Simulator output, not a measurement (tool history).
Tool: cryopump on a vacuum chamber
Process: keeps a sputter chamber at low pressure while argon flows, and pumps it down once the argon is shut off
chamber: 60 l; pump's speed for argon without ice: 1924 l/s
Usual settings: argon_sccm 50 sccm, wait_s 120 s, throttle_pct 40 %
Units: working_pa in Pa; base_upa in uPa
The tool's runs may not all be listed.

run,day,argon_sccm,wait_s,throttle_pct,working_pa,base_upa
1,0,50,120,40,0.1157,2.23
2,1.308,50,120,40,0.116,2.27
3,2.296,50,120,40,0.1154,2.31
4,3.038,50,120,40,0.1153,2.34
5,3.712,50,120,40,0.1169,2.27
6,4.388,50,120,54,0.0879,2.35
7,5.654,31,120,54,0.0548,2.32
8,6.838,31,120,54,0.0545,2.38
9,7.85,25,120,40,0.0588,2.4
10,9.017,25,120,40,0.0578,2.45
11,10.1,25,120,40,0.0584,2.39
12,11.2,50,27,40,0.1167,4.03
13,12.329,50,27,22,0.2067,4.03
14,12.996,79,120,40,0.1864,2.46
15,14.225,50,120,40,0.1175,2.46
16,15.429,50,120,58,0.0837,2.41
17,16.017,50,120,58,0.0844,2.4
18,16.771,50,120,58,0.0849,2.5
19,17.821,76,32,57,0.1311,3.78
20,18.4,50,224,40,0.1182,2.27
21,19.008,35,142,26,0.1252,2.47
22,20.021,67,43,36,0.1757,3.4
23,21.112,60,165,18,0.3031,2.41
24,21.95,21,268,16,0.1197,2.34
25,23.062,50,120,26,0.1804,2.58
26,23.671,32,116,15,0.1934,2.53
27,24.412,74,116,20,0.3385,2.67
28,25.662,32,283,20,0.1477,2.43
29,26.821,32,283,20,0.1473,2.41
30,27.554,35,288,24,0.1371,2.41
# day 28.617: pump warmed up, emptied and cooled again
31,28.788,72,51,21,0.304,2.91
32,29.321,72,51,21,0.3033,2.74
33,29.908,50,33,40,0.1097,3.57

Some steps in working_pa between neighbouring runs. How much of each would the tool show without its hidden state too (settings, what came in, random variation), and how much is left for the hidden state, with any gauge scatter that isn't in both results?
The hidden state here: pump's speed, % of a pump's without ice; cold plate's temperature, K; leak into the chamber, uPa l/s; drift of the gauge itself on working_pa, %; drift of the gauge itself on base_upa, %.
Run 23 -> 24: argon_sccm 60 -> 21, wait_s 165 -> 268, throttle_pct 18 -> 16. working_pa -0.1834 Pa: hidden state -0.0075, all else -0.1759.
Run 26 -> 27: argon_sccm 32 -> 74, throttle_pct 15 -> 20. working_pa +0.1451 Pa: hidden state +0.0088, all else +0.1363.
Run 27 -> 28: argon_sccm 74 -> 32, wait_s 116 -> 283. working_pa -0.1908 Pa: hidden state -0.0085, all else -0.1823.
Run 32 -> 33: argon_sccm 72 -> 50, wait_s 51 -> 33, throttle_pct 21 -> 40. working_pa -0.1936 Pa: hidden state -0.0002, all else -0.1934.
